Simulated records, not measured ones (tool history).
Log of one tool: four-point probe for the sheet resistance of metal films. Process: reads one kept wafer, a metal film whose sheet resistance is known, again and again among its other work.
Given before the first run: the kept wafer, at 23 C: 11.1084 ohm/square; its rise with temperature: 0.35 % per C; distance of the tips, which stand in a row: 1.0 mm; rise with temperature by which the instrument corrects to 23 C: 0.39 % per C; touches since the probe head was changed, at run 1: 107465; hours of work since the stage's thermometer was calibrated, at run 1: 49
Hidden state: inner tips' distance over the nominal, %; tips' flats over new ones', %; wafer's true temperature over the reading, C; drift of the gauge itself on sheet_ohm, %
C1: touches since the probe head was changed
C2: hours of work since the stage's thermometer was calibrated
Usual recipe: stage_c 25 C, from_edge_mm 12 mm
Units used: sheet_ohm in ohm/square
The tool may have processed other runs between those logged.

{"run": 1, "day": 0.0, "stage_c": 25, "from_edge_mm": 12, "C1": 107465, "C2": 49, "sheet_ohm": 11.138153}
{"run": 2, "day": 1.9, "stage_c": 25, "from_edge_mm": 8, "C1": 109524, "C2": 80, "sheet_ohm": 11.192611}
{"run": 3, "day": 4.196, "stage_c": 25, "from_edge_mm": 13, "C1": 112012, "C2": 118, "sheet_ohm": 11.137612}
{"run": 4, "day": 6.017, "stage_c": 25, "from_edge_mm": 13, "C1": 113987, "C2": 148, "sheet_ohm": 11.135324}
{"run": 5, "day": 7.608, "stage_c": 25, "from_edge_mm": 12, "C1": 115711, "C2": 174, "sheet_ohm": 11.137988}
{"run": 6, "day": 10.042, "stage_c": 25, "from_edge_mm": 12, "C1": 118350, "C2": 214, "sheet_ohm": 11.140752}
{"run": 7, "day": 13.612, "stage_c": 25, "from_edge_mm": 12, "C1": 122219, "C2": 273, "sheet_ohm": 11.141594}
{"run": 8, "day": 15.562, "stage_c": 25, "from_edge_mm": 23, "C1": 124331, "C2": 305, "sheet_ohm": 11.109336}
{"run": 9, "day": 18.675, "stage_c": 31, "from_edge_mm": 12, "C1": 127707, "C2": 357, "sheet_ohm": 11.121078}
{"run": 10, "day": 21.317, "stage_c": 31, "from_edge_mm": 12, "C1": 130567, "C2": 400, "sheet_ohm": 11.12048}
{"run": 11, "day": 23.504, "stage_c": 31, "from_edge_mm": 12, "C1": 132939, "C2": 436, "sheet_ohm": 11.119682}
{"run": 12, "day": 27.042, "stage_c": 31, "from_edge_mm": 12, "C1": 136774, "C2": 494, "sheet_ohm": 11.117285}
{"run": 13, "day": 30.688, "stage_c": 31, "from_edge_mm": 12, "C1": 140724, "C2": 554, "sheet_ohm": 11.120652}
{"run": 14, "day": 34.475, "stage_c": 25, "from_edge_mm": 12, "C1": 144832, "C2": 617, "sheet_ohm": 11.143039}
{"run": 15, "day": 36.092, "stage_c": 25, "from_edge_mm": 12, "C1": 146581, "C2": 643, "sheet_ohm": 11.143379}
{"run": 16, "day": 37.646, "stage_c": 25, "from_edge_mm": 12, "C1": 148270, "C2": 669, "sheet_ohm": 11.1469}
{"run": 17, "day": 41.2, "stage_c": 26, "from_edge_mm": 28, "C1": 152122, "C2": 727, "sheet_ohm": 11.103524}
{"run": 18, "day": 43.85, "stage_c": 26, "from_edge_mm": 12, "C1": 154990, "C2": 771, "sheet_ohm": 11.138435}
{"run": 19, "day": 46.8, "stage_c": 29, "from_edge_mm": 55, "C1": 158187, "C2": 819, "sheet_ohm": 11.08428}
{"run": 20, "day": 50.588, "stage_c": 25, "from_edge_mm": 33, "C1": 162297, "C2": 882, "sheet_ohm": 11.10109}
{"run": 21, "day": 52.446, "stage_c": 23, "from_edge_mm": 4, "C1": 164307, "C2": 912, "sheet_ohm": 11.466969}
{"run": 22, "day": 55.358, "stage_c": 18, "from_edge_mm": 4, "C1": 167464, "C2": 960, "sheet_ohm": 11.489316}
{"run": 23, "day": 58.812, "stage_c": 26, "from_edge_mm": 56, "C1": 171210, "C2": 1017, "sheet_ohm": 11.096736}
{"run": 24, "day": 60.496, "stage_c": 23, "from_edge_mm": 4, "C1": 173032, "C2": 1045, "sheet_ohm": 11.472006}
{"run": 25, "day": 62.529, "stage_c": 25, "from_edge_mm": 26, "C1": 175239, "C2": 1078, "sheet_ohm": 11.108418}
{"run": 26, "day": 65.475, "stage_c": 25, "from_edge_mm": 26, "C1": 178429, "C2": 1127, "sheet_ohm": 11.106276}
{"run": 27, "day": 69.025, "stage_c": 30, "from_edge_mm": 5, "C1": 182279, "C2": 1185, "sheet_ohm": 11.310038}
{"day": 70.817, "done": "new probe head fitted"}
{"run": 28, "day": 72.529, "stage_c": 30, "from_edge_mm": 5, "C1": 1853, "C2": 1242, "sheet_ohm": 11.313403}
{"run": 29, "day": 75.946, "stage_c": 30, "from_edge_mm": 5, "C1": 5556, "C2": 1299, "sheet_ohm": 11.314171}
{"run": 30, "day": 78.608, "stage_c": 33, "from_edge_mm": 17, "C1": 8444, "C2": 1342, "sheet_ohm": 11.094093}

Below are 5 alternative next runs, each starting from the tool's condition after run 30. Predict each:
{"run": "A", "day": 80.571, "stage_c": 26, "from_edge_mm": 34, "C1": 10571, "C2": 1375, "sheet_ohm": "?"}
{"run": "B", "day": 80.571, "stage_c": 23, "from_edge_mm": 3, "C1": 10571, "C2": 1375, "sheet_ohm": "?"}
{"run": "C", "day": 80.571, "stage_c": 20, "from_edge_mm": 4, "C1": 10571, "C2": 1375, "sheet_ohm": "?"}
{"run": "D", "day": 80.571, "stage_c": 22, "from_edge_mm": 12, "C1": 10571, "C2": 1375, "sheet_ohm": "?"}
{"run": "E", "day": 80.571, "stage_c": 25, "from_edge_mm": 6, "C1": 10571, "C2": 1375, "sheet_ohm": "?"}

run=A sheet_ohm=11.099679
run=B sheet_ohm=11.730576
run=C sheet_ohm=11.481404
run=D sheet_ohm=11.154543
run=E sheet_ohm=11.263341
Take away the tool's hidden state, keep each run's random variation, and the runs would have read:
run=A sheet_ohm=11.099436
run=B sheet_ohm=11.730319
run=C sheet_ohm=11.481150
run=D sheet_ohm=11.154297
run=E sheet_ohm=11.263095
